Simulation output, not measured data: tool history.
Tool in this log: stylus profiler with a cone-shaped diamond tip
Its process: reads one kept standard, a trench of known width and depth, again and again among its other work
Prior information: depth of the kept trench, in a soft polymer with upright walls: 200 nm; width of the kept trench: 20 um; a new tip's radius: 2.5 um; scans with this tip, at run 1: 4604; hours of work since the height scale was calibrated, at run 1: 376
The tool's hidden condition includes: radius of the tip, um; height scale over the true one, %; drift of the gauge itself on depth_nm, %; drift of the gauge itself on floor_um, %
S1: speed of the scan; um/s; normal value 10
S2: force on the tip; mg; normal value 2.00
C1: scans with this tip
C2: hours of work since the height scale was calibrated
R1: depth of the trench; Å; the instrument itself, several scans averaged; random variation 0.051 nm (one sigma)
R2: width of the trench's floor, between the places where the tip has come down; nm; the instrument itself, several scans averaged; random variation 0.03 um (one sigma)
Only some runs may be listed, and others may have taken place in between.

run	hour	S1	S2	C1	C2	R1	R2
1	0.0	10	2.00	4604	376	2024.2	17700
2	14.6	10	2.00	4730	387	2024.8	17700
3	30.0	10	2.00	4864	398	2025.0	17690
4	54.9	10	2.00	5081	415	2024.4	17720
5	67.5	10	0.92	5191	424	2013.4	17660
6	84.7	10	0.92	5341	437	2013.7	17670
7	110.7	10	0.92	5567	455	2014.2	17720
8	125.4	10	0.92	5695	466	2013.4	17640
9	138.6	10	0.92	5810	475	2013.8	17670
10	153.8	10	0.92	5942	486	2013.7	17660
11	180.8	10	0.92	6177	505	2013.4	17670
12	196.7	10	0.92	6315	516	2014.0	17650
13	214.6	10	0.92	6471	529	2013.7	17640
14	241.6	10	0.92	6706	548	2013.6	17570
15	268.8	10	0.92	6943	568	2013.4	17660
16	290.2	5	2.00	7130	583	2024.1	17650
17	301.1	5	2.00	7225	591	2023.0	17670
18	314.2	5	2.00	7338	600	2024.4	17620
19	338.2	37	2.00	7547	617	2024.5	17540
20	358.7	5	2.00	7726	632	2023.4	17600
21	384.8	5	0.78	7953	650	2010.9	17590
22	403.3	5	0.78	8114	663	2010.0	17570
23	415.5	10	2.00	8220	672	2023.6	17570
24	442.8	7	0.71	8457	691	2010.1	17560
25	458.5	27	2.00	8594	702	2022.8	17420
26	482.1	27	2.00	8800	719	2023.0	17490
27	495.3	13	1.53	8915	729	2019.0	17520
28	520.3	13	1.53	9132	746	2019.3	17460
29	546.8	13	1.53	9362	765	2018.0	17500
30	572.2	13	1.53	9584	783	2019.6	17470
31	594.3	4	2.10	9776	799	2023.4	17520
32	618.8	7	3.18	9989	817	2033.0	17470
33	631.0	39	0.76	10095	825	2010.6	17270
34	654.5	24	2.59	10300	842	2027.3	17410
35	670.7	24	2.59	10441	853	2027.8	17410
36	693.4	2	1.25	10639	870	2015.8	17440
37	711.6	2	1.25	10797	883	2015.1	17430
38	728.3	6	3.54	10943	894	2034.6	17500
39	744.5	7	4.93	11083	906	2044.8	17430
40	757.8	11	1.76	11199	915	2021.1	17420
41	782.4	11	1.76	11413	933	2019.9	17380
42	808.0	11	1.76	11636	951	2020.3	17420
43	832.2	11	1.76	11847	968	2021.0	17350
44	850.3	39	4.95	12004	981	2044.8	17340
45	862.4	21	2.44	12110	990	2026.4	17340
46	881.6	3	1.64	12277	1004	2018.2	17390

How would selected steps in R1 from run to run divide? Give the signed amount a tool lacking its hidden state would still show from settings, what came in and random variation, and the signed amount left for the hidden state, including any gauge scatter that is not in both of the compared results.
Run 2 -> 3: no setting touched and nothing written in the log between the runs. R1 +0.2 Å: hidden state -0.1, all else +0.3.
Run 4 -> 5: S2 2.00 -> 0.92. R1 -11.0 Å: hidden state -0.1, all else -10.9.
Run 32 -> 33: S1 7 -> 39, S2 3.18 -> 0.76. R1 -22.4 Å: hidden state +0.0, all else -22.4.
Run 39 -> 40: S1 7 -> 11, S2 4.93 -> 1.76. R1 -23.7 Å: hidden state +0.0, all else -23.7.
Run 41 -> 42: no setting touched and nothing written in the log between the runs. R1 +0.4 Å: hidden state -0.2, all else +0.6.
Run 43 -> 44: S1 11 -> 39, S2 1.76 -> 4.95. R1 +23.8 Å: hidden state -0.1, all else +23.9.

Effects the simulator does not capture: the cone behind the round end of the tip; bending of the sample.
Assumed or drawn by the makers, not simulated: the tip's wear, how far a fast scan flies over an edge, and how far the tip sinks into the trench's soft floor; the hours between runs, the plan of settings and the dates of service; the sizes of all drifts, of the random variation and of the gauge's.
